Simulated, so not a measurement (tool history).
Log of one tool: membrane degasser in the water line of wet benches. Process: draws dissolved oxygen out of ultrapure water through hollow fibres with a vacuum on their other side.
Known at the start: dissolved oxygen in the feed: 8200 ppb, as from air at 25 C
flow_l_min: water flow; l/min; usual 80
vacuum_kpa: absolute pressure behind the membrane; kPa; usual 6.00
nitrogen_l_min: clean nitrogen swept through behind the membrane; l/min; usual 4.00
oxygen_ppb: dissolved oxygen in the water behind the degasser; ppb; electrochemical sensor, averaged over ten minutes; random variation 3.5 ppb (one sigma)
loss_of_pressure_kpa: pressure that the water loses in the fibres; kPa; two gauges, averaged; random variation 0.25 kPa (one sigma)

run,hour,flow_l_min,vacuum_kpa,nitrogen_l_min,oxygen_ppb,loss_of_pressure_kpa
1,0.0,80,6.00,4.00,374.1,66.70
2,88.1,80,6.00,4.00,371.7,67.58
3,214.0,80,6.00,4.00,372.8,67.61
4,305.6,80,6.00,4.00,371.5,67.31
5,391.9,80,6.00,4.00,376.8,67.14
6,508.7,80,6.00,4.00,375.7,67.10
7,604.1,80,6.00,4.00,379.0,67.14
8,678.1,80,6.00,4.00,378.4,67.30
9,806.1,80,6.00,4.00,379.7,67.39
10,940.5,80,4.60,5.67,296.8,67.51
11,1043.0,64,11.24,8.82,252.0,54.11
# hour 1055.4: vacuum gauge calibrated
12,1195.4,87,6.19,8.82,387.2,73.90
13,1294.5,54,7.91,5.53,175.6,45.55
14,1437.6,59,10.84,10.02,198.3,49.56
15,1545.1,59,10.84,4.50,318.4,49.84
16,1626.9,99,10.66,5.05,759.9,83.93
17,1747.6,80,4.54,6.84,299.0,67.21
18,1902.9,80,13.43,4.05,689.0,67.39

Hidden state or all else? Some run-to-run changes of oxygen_ppb, split into what the settings, what came in and random variation would give without the hidden state, and what is left for the hidden state (with any gauge scatter that isn't in both results):
The hidden state here: membrane still open, %; true pressure behind the membrane over the reading, kPa; air that leaks in behind the membrane, l/min; drift of the gauge itself on oxygen_ppb, %; drift of the gauge itself on loss_of_pressure_kpa, %.
Run 15 -> 16: flow_l_min 59 -> 99, vacuum_kpa 10.84 -> 10.66, nitrogen_l_min 4.50 -> 5.05. oxygen_ppb +441.5 ppb: hidden state +28.6, all else +412.9.
Run 16 -> 17: flow_l_min 99 -> 80, vacuum_kpa 10.66 -> 4.54, nitrogen_l_min 5.05 -> 6.84. oxygen_ppb -460.9 ppb: hidden state -14.0, all else -446.9.
